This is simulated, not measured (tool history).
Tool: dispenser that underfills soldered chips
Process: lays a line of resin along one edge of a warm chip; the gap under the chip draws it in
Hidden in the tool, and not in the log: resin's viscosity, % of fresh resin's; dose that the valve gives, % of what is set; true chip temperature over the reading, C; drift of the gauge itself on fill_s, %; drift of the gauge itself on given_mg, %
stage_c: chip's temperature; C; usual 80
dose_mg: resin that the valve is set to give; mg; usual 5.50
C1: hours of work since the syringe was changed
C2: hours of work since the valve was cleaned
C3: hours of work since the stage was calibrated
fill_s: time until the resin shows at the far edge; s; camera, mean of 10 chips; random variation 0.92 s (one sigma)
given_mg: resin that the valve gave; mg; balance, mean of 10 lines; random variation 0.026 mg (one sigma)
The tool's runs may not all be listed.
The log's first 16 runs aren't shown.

Run 17, hour 72.3: usual settings; C1 10; C2 99; C3 155. Result: fill_s 153.0 s, given_mg 5.16 mg.
At hour 74.1: new syringe of resin.
Run 18, hour 77.8: usual settings but stage_c 90 C, dose_mg 6.74 mg; C1 3; C2 103; C3 159. Result: fill_s 68.9 s, given_mg 6.36 mg.
Run 19, hour 81.9: usual settings but stage_c 84 C, dose_mg 4.92 mg; C1 6; C2 106; C3 163. Result: fill_s 107.7 s, given_mg 4.63 mg.
Run 20, hour 85.3: usual settings but stage_c 87 C; C1 9; C2 109; C3 165. Result: fill_s 107.5 s, given_mg 5.14 mg.
At hour 89.5: new syringe of resin.
Run 21, hour 90.6: usual settings but stage_c 85 C, dose_mg 5.71 mg; C1 1; C2 113; C3 169. Result: fill_s 76.9 s, given_mg 5.29 mg.
Run 22, hour 96.1: usual settings but stage_c 82 C, dose_mg 5.71 mg; C1 5; C2 117; C3 174. Result: fill_s 107.4 s, given_mg 5.34 mg.
At hour 99.6: dispensing valve cleaned and set on the balance.
Run 23, hour 101.1: usual settings but stage_c 82 C, dose_mg 5.71 mg; C1 8; C2 1; C3 177. Result: fill_s 122.3 s, given_mg 5.70 mg.
At hour 105.9: new syringe of resin.
Run 24, hour 107.5: usual settings but stage_c 94 C, dose_mg 6.74 mg; C1 1; C2 6; C3 182. Result: fill_s 56.9 s, given_mg 6.74 mg.
Run 25, hour 113.9: usual settings but stage_c 94 C, dose_mg 6.74 mg; C1 6; C2 11; C3 187. Result: fill_s 75.0 s, given_mg 6.69 mg.
Run 26, hour 120.1: usual settings but stage_c 87 C, dose_mg 6.12 mg; C1 11; C2 16; C3 192. Result: fill_s 121.7 s, given_mg 6.03 mg.
At hour 121.1: new syringe of resin.
Run 27, hour 124.4: usual settings but stage_c 87 C, dose_mg 6.12 mg; C1 3; C2 19; C3 195. Result: fill_s 77.8 s, given_mg 6.08 mg.
Run 28, hour 130.2: usual settings but stage_c 76 C, dose_mg 5.65 mg; C1 7; C2 24; C3 199. Result: fill_s 147.2 s, given_mg 5.58 mg.
Run 29, hour 135.0: usual settings but stage_c 71 C, dose_mg 5.09 mg; C1 11; C2 28; C3 203. Result: fill_s 221.2 s, given_mg 5.00 mg.
At hour 136.6: new syringe of resin.
Run 30, hour 138.3: usual settings but stage_c 87 C, dose_mg 5.96 mg; C1 1; C2 30; C3 205. Result: fill_s 74.7 s, given_mg 5.86 mg.
Run 31, hour 143.0: usual settings but stage_c 65 C, dose_mg 5.36 mg; C1 5; C2 34; C3 209. Result: fill_s 200.3 s, given_mg 5.26 mg.
Run 32, hour 145.7: usual settings but stage_c 65 C, dose_mg 5.36 mg; C1 7; C2 36; C3 211. Result: fill_s 224.2 s, given_mg 5.21 mg.
At hour 151.9: new syringe of resin.
Run 33, hour 151.9: usual settings but stage_c 65 C, dose_mg 5.36 mg; C1 0; C2 40; C3 216. Result: fill_s 156.3 s, given_mg 5.25 mg.

Forecast each of these 3 alternatives for the next run:
Run A, hour 157.6: usual settings but stage_c 92 C, dose_mg 5.36 mg; C1 5; C2 45; C3 221. Result: fill_s ?, given_mg ?.
Run B, hour 157.6: usual settings but stage_c 93 C, dose_mg 5.28 mg; C1 5; C2 45; C3 221. Result: fill_s ?, given_mg ?.
Run C, hour 157.6: usual settings but stage_c 67 C, dose_mg 4.71 mg; C1 5; C2 45; C3 221. Result: fill_s ?, given_mg ?.

run  fill_s  given_mg
  A    75.3      5.20
  B    73.3      5.19
  C   185.3      4.60
Without the tool's hidden state the same runs would have given:
run  fill_s  given_mg
  A    57.8      5.35
  B    56.3      5.34
  C   141.2      4.73
